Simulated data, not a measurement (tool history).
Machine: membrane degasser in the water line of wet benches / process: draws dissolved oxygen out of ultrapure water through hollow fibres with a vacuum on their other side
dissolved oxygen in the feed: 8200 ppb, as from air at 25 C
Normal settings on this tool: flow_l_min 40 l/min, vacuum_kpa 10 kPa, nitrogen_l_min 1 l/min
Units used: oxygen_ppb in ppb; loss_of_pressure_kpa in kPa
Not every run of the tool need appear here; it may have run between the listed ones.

run	day	flow_l_min	vacuum_kpa	nitrogen_l_min	oxygen_ppb	loss_of_pressure_kpa
1	0	40	10	1	765.1	39.48
2	8.492	40	10	1	764.9	39.6
3	13.417	40	10	0.48	1076.8	39.69
4	20.938	40	10	0.48	1091.8	39.45
5	26.762	40	10	1.44	644.7	39.44
6	30.579	36	10	1	663.9	35.72
7	39.829	40	10	1	767.8	39.85
8	46.471	40	10	1	755.6	39.91
9	51.575	40	10	1	767.6	40.31
10	58.588	40	10	1	769.5	40.11
11	65.238	40	10	1	771.4	40.25
12	71.788	27	10	1	466.4	27.29
13	79.95	40	10	2.13	541.4	40.77
# day 86.962: seals of the vacuum lines changed
14	87.383	40	10	2.13	534.7	40.84
# day 91.471: gauge calibrated
15	94.083	40	13.6	1	996.1	39.54
16	98.992	40	13.6	1	1008.3	39.57
17	106.017	40	14.9	0.7	1333	39.66
18	113.562	40	14.9	0.7	1317.7	40.1
19	119.05	40	12.6	2.66	572.2	39.62
20	127.346	40	17.9	1.3	1087.6	39.78
21	133.446	44	17.9	0.49	2024.7	44.24
22	141.658	54	12.1	1	1299.4	54.12
23	146.4	34	10	1	617.5	34.12
24	155.108	25	11	0.52	740.4	25
25	161.688	39	6.8	1.82	416.3	39.01
26	167.588	48	23.7	1.99	1318.2	48.46
27	176.475	48	23.7	1.99	1302.2	48.49

Consider 3 possible next runs. They are alternatives, not a sequence: every one starts from the tool as it was left by run 27. What does each give?
A	184.371	48	15.8	1.99	?	?
B	184.371	40	23.3	1	?	?
C	184.371	53	7.3	1.99	?	?

run	oxygen_ppb	loss_of_pressure_kpa
A	999.9	48.77
B	1582.5	40.6
C	737.6	53.79
Had the tool no hidden state, the same runs would have come out as:
run	oxygen_ppb	loss_of_pressure_kpa
A	999.2	47.34
B	1582.1	39.42
C	736.8	52.22
